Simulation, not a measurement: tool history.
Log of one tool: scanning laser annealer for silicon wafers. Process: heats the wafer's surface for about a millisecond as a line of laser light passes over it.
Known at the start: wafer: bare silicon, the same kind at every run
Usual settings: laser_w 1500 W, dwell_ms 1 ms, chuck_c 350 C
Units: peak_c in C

Run 1, day 0: usual settings. Result: peak_c 1081 C.
Run 2, day 1.25: usual settings. Result: peak_c 1081 C.
Run 3, day 2.458: usual settings. Result: peak_c 1076 C.
Run 4, day 3.8: usual settings. Result: peak_c 1075 C.
Run 5, day 4.562: usual settings. Result: peak_c 1077 C.
Run 6, day 5.504: usual settings. Result: peak_c 1073 C.
Run 7, day 6.638: usual settings but laser_w 1648 W. Result: peak_c 1147 C.
Run 8, day 7.692: usual settings but laser_w 1648 W. Result: peak_c 1147 C.
Run 9, day 8.654: usual settings but laser_w 1321 W, dwell_ms 1.25 ms. Result: peak_c 1061 C.
At day 9.283: window over the wafer cleaned.
Run 10, day 9.5: usual settings but chuck_c 359 C. Result: peak_c 1101 C.
Run 11, day 10.479: usual settings but laser_w 1503 W, dwell_ms 0.78 ms, chuck_c 360 C. Result: peak_c 1012 C.
Run 12, day 11.362: usual settings but laser_w 1503 W, dwell_ms 0.78 ms, chuck_c 387 C. Result: peak_c 1036 C.
Run 13, day 11.921: usual settings but laser_w 1503 W, dwell_ms 0.78 ms, chuck_c 387 C. Result: peak_c 1036 C.

Run 14 comes next. What will it give?
Run 14, day 12.7: usual settings but laser_w 1485 W, dwell_ms 0.88 ms, chuck_c 328 C. Result: peak_c ?.

peak_c: 1011 C
Without the tool's hidden state the same run would have given peak_c 1024 C.
